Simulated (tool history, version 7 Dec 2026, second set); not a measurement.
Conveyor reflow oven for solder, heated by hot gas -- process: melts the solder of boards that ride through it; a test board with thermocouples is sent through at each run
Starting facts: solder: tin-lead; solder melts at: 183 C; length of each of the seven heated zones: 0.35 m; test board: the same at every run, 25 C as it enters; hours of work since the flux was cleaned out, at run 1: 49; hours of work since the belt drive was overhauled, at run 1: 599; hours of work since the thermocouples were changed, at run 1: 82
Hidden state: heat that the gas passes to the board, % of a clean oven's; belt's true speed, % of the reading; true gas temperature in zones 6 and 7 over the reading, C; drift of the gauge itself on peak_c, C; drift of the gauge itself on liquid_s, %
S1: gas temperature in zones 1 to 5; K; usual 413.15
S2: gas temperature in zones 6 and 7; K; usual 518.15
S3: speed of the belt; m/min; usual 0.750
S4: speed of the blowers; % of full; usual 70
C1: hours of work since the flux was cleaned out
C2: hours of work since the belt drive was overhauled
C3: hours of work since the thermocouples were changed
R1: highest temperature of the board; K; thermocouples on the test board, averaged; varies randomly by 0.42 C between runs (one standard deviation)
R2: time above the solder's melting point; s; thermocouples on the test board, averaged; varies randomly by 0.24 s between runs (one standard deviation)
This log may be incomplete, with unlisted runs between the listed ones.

{"run": 1, "hour": 0.0, "S1": 413.15, "S2": 518.15, "S3": 0.75, "S4": 70, "C1": 49, "C2": 599, "C3": 82, "R1": 496.45, "R2": 45.5}
{"run": 2, "hour": 8.0, "S1": 413.15, "S2": 518.15, "S3": 0.75, "S4": 70, "C1": 54, "C2": 604, "C3": 87, "R1": 497.05, "R2": 45.4}
{"run": 3, "hour": 14.4, "S1": 413.15, "S2": 518.15, "S3": 0.815, "S4": 70, "C1": 58, "C2": 608, "C3": 91, "R1": 494.45, "R2": 39.7}
{"run": 4, "hour": 25.4, "S1": 413.15, "S2": 518.15, "S3": 0.815, "S4": 70, "C1": 65, "C2": 615, "C3": 98, "R1": 493.75, "R2": 39.8}
{"run": 5, "hour": 32.8, "S1": 407.15, "S2": 518.15, "S3": 0.75, "S4": 70, "C1": 70, "C2": 619, "C3": 103, "R1": 495.55, "R2": 43.3}
{"run": 6, "hour": 42.1, "S1": 407.15, "S2": 518.15, "S3": 0.75, "S4": 70, "C1": 76, "C2": 625, "C3": 108, "R1": 496.25, "R2": 43.3}
{"run": 7, "hour": 49.0, "S1": 407.15, "S2": 518.15, "S3": 0.75, "S4": 70, "C1": 80, "C2": 630, "C3": 113, "R1": 495.15, "R2": 43.2}
{"run": 8, "hour": 56.6, "S1": 413.15, "S2": 518.15, "S3": 0.75, "S4": 70, "C1": 85, "C2": 635, "C3": 118, "R1": 496.45, "R2": 45.4}
{"run": 9, "hour": 67.8, "S1": 413.15, "S2": 518.15, "S3": 0.75, "S4": 70, "C1": 92, "C2": 642, "C3": 125, "R1": 495.75, "R2": 45.1}
{"run": 10, "hour": 76.8, "S1": 413.15, "S2": 518.15, "S3": 0.75, "S4": 70, "C1": 98, "C2": 647, "C3": 130, "R1": 496.15, "R2": 45.8}
{"run": 11, "hour": 90.1, "S1": 413.15, "S2": 518.15, "S3": 0.75, "S4": 70, "C1": 106, "C2": 656, "C3": 139, "R1": 496.35, "R2": 45.4}
{"run": 12, "hour": 99.0, "S1": 413.15, "S2": 518.15, "S3": 0.75, "S4": 70, "C1": 112, "C2": 661, "C3": 144, "R1": 496.55, "R2": 45.3}
{"run": 13, "hour": 107.7, "S1": 413.15, "S2": 518.15, "S3": 0.75, "S4": 70, "C1": 117, "C2": 667, "C3": 150, "R1": 496.15, "R2": 45.4}
{"run": 14, "hour": 120.5, "S1": 413.15, "S2": 518.15, "S3": 0.75, "S4": 70, "C1": 125, "C2": 675, "C3": 158, "R1": 496.75, "R2": 45.6}
{"run": 15, "hour": 133.9, "S1": 413.15, "S2": 518.15, "S3": 0.75, "S4": 70, "C1": 134, "C2": 683, "C3": 167, "R1": 496.65, "R2": 45.3}
{"run": 16, "hour": 143.0, "S1": 413.15, "S2": 518.15, "S3": 0.75, "S4": 70, "C1": 139, "C2": 689, "C3": 172, "R1": 496.75, "R2": 45.1}
{"run": 17, "hour": 148.9, "S1": 413.15, "S2": 518.15, "S3": 0.75, "S4": 70, "C1": 143, "C2": 693, "C3": 176, "R1": 496.95, "R2": 45.0}
{"run": 18, "hour": 155.5, "S1": 425.15, "S2": 518.15, "S3": 0.704, "S4": 82, "C1": 147, "C2": 697, "C3": 180, "R1": 504.25, "R2": 55.6}
{"run": 19, "hour": 163.6, "S1": 412.15, "S2": 518.15, "S3": 0.745, "S4": 82, "C1": 152, "C2": 702, "C3": 185, "R1": 500.15, "R2": 47.2}
{"run": 20, "hour": 171.3, "S1": 404.15, "S2": 518.15, "S3": 0.745, "S4": 82, "C1": 157, "C2": 707, "C3": 190, "R1": 499.85, "R2": 44.8}
{"run": 21, "hour": 180.3, "S1": 404.15, "S2": 518.15, "S3": 0.745, "S4": 82, "C1": 163, "C2": 713, "C3": 196, "R1": 498.45, "R2": 45.0}
{"run": 22, "hour": 188.8, "S1": 414.15, "S2": 518.15, "S3": 0.75, "S4": 52, "C1": 168, "C2": 718, "C3": 201, "R1": 488.95, "R2": 40.5}
{"run": 23, "hour": 202.3, "S1": 414.15, "S2": 518.15, "S3": 0.75, "S4": 52, "C1": 177, "C2": 727, "C3": 210, "R1": 488.55, "R2": 40.5}
{"run": 24, "hour": 209.1, "S1": 413.15, "S2": 518.15, "S3": 0.75, "S4": 59, "C1": 181, "C2": 731, "C3": 214, "R1": 492.15, "R2": 42.5}
{"run": 25, "hour": 222.4, "S1": 413.15, "S2": 526.15, "S3": 0.837, "S4": 70, "C1": 190, "C2": 739, "C3": 222, "R1": 498.35, "R2": 41.7}
{"run": 26, "hour": 231.7, "S1": 413.15, "S2": 526.15, "S3": 0.761, "S4": 70, "C1": 195, "C2": 745, "C3": 228, "R1": 501.95, "R2": 47.6}
{"run": 27, "hour": 244.8, "S1": 409.15, "S2": 518.15, "S3": 0.639, "S4": 61, "C1": 204, "C2": 754, "C3": 237, "R1": 498.95, "R2": 53.2}
{"run": 28, "hour": 255.2, "S1": 409.15, "S2": 518.15, "S3": 0.639, "S4": 61, "C1": 210, "C2": 760, "C3": 243, "R1": 498.85, "R2": 52.9}
{"run": 29, "hour": 267.1, "S1": 409.15, "S2": 516.15, "S3": 0.639, "S4": 61, "C1": 218, "C2": 768, "C3": 251, "R1": 496.95, "R2": 52.1}
{"run": 30, "hour": 274.8, "S1": 409.15, "S2": 516.15, "S3": 0.639, "S4": 84, "C1": 223, "C2": 773, "C3": 256, "R1": 503.15, "R2": 56.3}
{"hour": 280.1, "done": "belt drive overhauled, speed set with a stopwatch"}
{"run": 31, "hour": 286.2, "S1": 408.15, "S2": 516.15, "S3": 0.789, "S4": 84, "C1": 227, "C2": 4, "C3": 260, "R1": 496.35, "R2": 42.2}
{"run": 32, "hour": 298.6, "S1": 413.15, "S2": 527.15, "S3": 0.796, "S4": 70, "C1": 235, "C2": 12, "C3": 268, "R1": 501.85, "R2": 44.7}

Below are 3 alternative next runs, each starting from the tool's condition after run 32. Predict each:
{"run": "A", "hour": 311.9, "S1": 413.15, "S2": 510.15, "S3": 0.636, "S4": 58, "C1": 244, "C2": 20, "C3": 277, "R1": "?", "R2": "?"}
{"run": "B", "hour": 311.9, "S1": 427.15, "S2": 527.15, "S3": 0.796, "S4": 70, "C1": 244, "C2": 20, "C3": 277, "R1": "?", "R2": "?"}
{"run": "C", "hour": 311.9, "S1": 403.15, "S2": 518.15, "S3": 0.664, "S4": 70, "C1": 244, "C2": 20, "C3": 277, "R1": "?", "R2": "?"}

run=A R1=491.25 R2=50.2
run=B R1=505.15 R2=50.2
run=C R1=499.65 R2=49.9
With no hidden state in the tool, these same runs would have given:
run=A R1=491.35 R2=50.2
run=B R1=505.25 R2=50.2
run=C R1=499.75 R2=50.0
